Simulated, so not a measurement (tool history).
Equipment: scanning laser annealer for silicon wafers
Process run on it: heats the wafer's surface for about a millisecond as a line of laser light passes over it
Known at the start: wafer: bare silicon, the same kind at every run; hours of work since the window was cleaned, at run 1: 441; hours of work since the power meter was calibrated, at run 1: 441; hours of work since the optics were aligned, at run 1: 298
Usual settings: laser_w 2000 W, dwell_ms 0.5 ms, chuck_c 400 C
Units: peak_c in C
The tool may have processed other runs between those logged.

| run | hour | laser_w | dwell_ms | chuck_c | hours of work since the window was cleaned | hours of work since the power meter was calibrated | hours of work since the optics were aligned | peak_c |
|---|---|---|---|---|---|---|---|---|
| 1 | 0 | 2000 | 0.5 | 400 | 441 | 441 | 298 | 1097 |
| 2 | 21 | 2000 | 0.5 | 410 | 452 | 452 | 309 | 1110 |
| 3 | 48.2 | 2000 | 0.475 | 400 | 466 | 466 | 324 | 1078 |
| 4 | 72.3 | 2000 | 0.475 | 400 | 479 | 479 | 337 | 1080 |
| 5 | 96.5 | 2000 | 0.475 | 400 | 492 | 492 | 350 | 1080 |
| 6 | 131.5 | 2000 | 0.475 | 400 | 511 | 511 | 368 | 1077 |
| 7 | 150.8 | 2000 | 0.475 | 400 | 521 | 521 | 379 | 1077 |
| 8 | 167.1 | 2000 | 0.475 | 400 | 530 | 530 | 387 | 1078 |
| 9 | 184 | 2000 | 0.475 | 400 | 539 | 539 | 396 | 1076 |
| 10 | 210.4 | 2000 | 0.475 | 400 | 553 | 553 | 410 | 1075 |
| 11 | 227.3 | 2000 | 0.475 | 400 | 562 | 562 | 419 | 1072 |
| 12 | 249.6 | 2000 | 0.525 | 400 | 574 | 574 | 431 | 1097 |
| 13 | 269.9 | 2000 | 0.525 | 400 | 585 | 585 | 442 | 1104 |
| 14 | 296 | 2000 | 0.415 | 400 | 598 | 598 | 456 | 1029 |
| 15 | 312.2 | 2000 | 0.5 | 407 | 607 | 607 | 465 | 1090 |
| 16 | 332.1 | 2000 | 0.5 | 407 | 618 | 618 | 475 | 1092 |
| 17 | 355.1 | 2000 | 0.5 | 407 | 630 | 630 | 487 | 1093 |
| 18 | 382.7 | 2008 | 0.5 | 400 | 645 | 645 | 502 | 1086 |
| 19 | 408.4 | 2008 | 0.5 | 400 | 658 | 658 | 516 | 1082 |
|  | 425 | window over the wafer cleaned |
| 20 | 434.9 | 1815 | 0.359 | 400 | 5 | 671 | 529 | 969 |
| 21 | 456.7 | 1815 | 0.359 | 400 | 17 | 683 | 540 | 965 |
| 22 | 478.7 | 1757 | 0.559 | 393 | 29 | 695 | 552 | 1057 |
| 23 | 506.2 | 2103 | 0.543 | 399 | 43 | 709 | 567 | 1183 |
| 24 | 533.9 | 1713 | 0.357 | 419 | 58 | 724 | 582 | 951 |
| 25 | 559.8 | 2000 | 0.352 | 403 | 72 | 738 | 595 | 1017 |
| 26 | 580.9 | 1737 | 0.564 | 403 | 83 | 749 | 607 | 1062 |
| 27 | 602.7 | 1737 | 0.581 | 403 | 95 | 761 | 618 | 1069 |
| 28 | 636.1 | 1737 | 0.581 | 403 | 112 | 779 | 636 | 1071 |
| 29 | 660.6 | 1969 | 0.36 | 399 | 125 | 792 | 649 | 1007 |
| 30 | 692.6 | 1969 | 0.36 | 399 | 143 | 809 | 666 | 1005 |
| 31 | 724.3 | 1969 | 0.36 | 395 | 159 | 825 | 683 | 1000 |
| 32 | 740.9 | 1969 | 0.36 | 395 | 168 | 834 | 692 | 998 |
| 33 | 762.6 | 2000 | 0.396 | 400 | 180 | 846 | 703 | 1040 |
| 34 | 784.7 | 2000 | 0.396 | 400 | 192 | 858 | 715 | 1043 |
| 35 | 816.2 | 2000 | 0.396 | 400 | 208 | 874 | 732 | 1039 |
| 36 | 832.4 | 2000 | 0.396 | 400 | 217 | 883 | 741 | 1038 |
| 37 | 860.4 | 2000 | 0.396 | 400 | 232 | 898 | 755 | 1038 |

Hidden state at the last listed run before each entry between runs and at the first one after, where it differs:
Between runs 19 and 20: window over the wafer cleaned (hour 425)
  light that passes the window, % of a clean one's: 94.29 -> 99.88; width of the line over the set one, %: 1.28 -> 1.31
  measured minus no-state result, peak_c: -46 -> -5 C

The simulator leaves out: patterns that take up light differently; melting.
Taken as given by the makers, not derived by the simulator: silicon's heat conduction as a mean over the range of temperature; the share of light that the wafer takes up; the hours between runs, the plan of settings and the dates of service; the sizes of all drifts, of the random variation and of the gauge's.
